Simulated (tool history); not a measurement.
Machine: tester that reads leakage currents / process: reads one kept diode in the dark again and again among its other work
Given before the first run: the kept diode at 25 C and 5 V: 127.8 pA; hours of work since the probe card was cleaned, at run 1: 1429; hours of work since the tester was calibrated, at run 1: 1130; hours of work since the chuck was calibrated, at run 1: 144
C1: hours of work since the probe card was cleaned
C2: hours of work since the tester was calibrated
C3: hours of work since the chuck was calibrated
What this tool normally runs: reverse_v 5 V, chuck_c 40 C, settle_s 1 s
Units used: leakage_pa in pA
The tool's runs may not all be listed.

Run 1, day 0: usual settings; C1 1429; C2 1130; C3 144. Result: leakage_pa 431.43 pA.
Run 2, day 6.412: usual settings; C1 1533; C2 1233; C3 247. Result: leakage_pa 421.81 pA.
Run 3, day 14.088: usual settings but reverse_v 2.59 V; C1 1657; C2 1357; C3 371. Result: leakage_pa 278.77 pA.
Run 4, day 22.829: usual settings but reverse_v 2.21 V; C1 1798; C2 1499; C3 512. Result: leakage_pa 247.24 pA.
Run 5, day 28.558: usual settings but reverse_v 2.21 V, chuck_c 31 C; C1 1891; C2 1591; C3 605. Result: leakage_pa 118.71 pA.
Run 6, day 33.304: usual settings but settle_s 3.41 s; C1 1967; C2 1668; C3 682. Result: leakage_pa 386.32 pA.
At day 34.55: chuck's temperature calibrated.
At day 35.221: probe card cleaned and baked.
Run 7, day 40.583: usual settings; C1 87; C2 1782; C3 95. Result: leakage_pa 427.44 pA.
Run 8, day 48.088: usual settings but reverse_v 1.12 V, chuck_c 41 C, settle_s 1.64 s; C1 208; C2 1903; C3 217. Result: leakage_pa 188.49 pA.
Run 9, day 52.612: usual settings but chuck_c 42 C, settle_s 0.33 s; C1 281; C2 1976; C3 290. Result: leakage_pa 481.62 pA.
Run 10, day 57.5: usual settings but chuck_c 45 C, settle_s 2.56 s; C1 360; C2 2055; C3 369. Result: leakage_pa 594.34 pA.
Run 11, day 63.979: usual settings but chuck_c 27 C, settle_s 2.56 s; C1 465; C2 2160; C3 473. Result: leakage_pa 136.51 pA.
Run 12, day 67.917: usual settings but chuck_c 27 C, settle_s 2.56 s; C1 528; C2 2224; C3 537. Result: leakage_pa 134.96 pA.
Run 13, day 76.15: usual settings but reverse_v 7.16 V, chuck_c 26 C, settle_s 0.45 s; C1 661; C2 2357; C3 670. Result: leakage_pa 152.68 pA.
At day 77.7: chuck's temperature calibrated.
Run 14, day 84.3: usual settings but reverse_v 1.28 V, chuck_c 37 C, settle_s 0.34 s; C1 792; C2 2487; C3 107. Result: leakage_pa 153.72 pA.

Branching from run 14: 5 alternative next runs. What would each branch give?
Run A, day 91.138: usual settings but settle_s 6.6 s; C1 902; C2 2597; C3 217. Result: leakage_pa ?.
Run B, day 91.138: usual settings but reverse_v 1.28 V, chuck_c 38 C, settle_s 0.34 s; C1 902; C2 2597; C3 217. Result: leakage_pa ?.
Run C, day 91.138: usual settings but reverse_v 7.11 V, chuck_c 32 C, settle_s 5.63 s; C1 902; C2 2597; C3 217. Result: leakage_pa ?.
Run D, day 91.138: usual settings but reverse_v 11.81 V, chuck_c 45 C, settle_s 0.34 s; C1 902; C2 2597; C3 217. Result: leakage_pa ?.
Run E, day 91.138: usual settings but reverse_v 1.6 V, chuck_c 20 C, settle_s 4.68 s; C1 902; C2 2597; C3 217. Result: leakage_pa ?.

run  leakage_pa
  A      414.64
  B      161.02
  C      269.82
  D     1016.19
  E       40.82
The same runs, with their run-to-run variation unchanged, on a tool lacking any hidden condition would have given:
run  leakage_pa
  A      434.03
  B      168.86
  C      281.56
  D     1062.11
  E       42.55
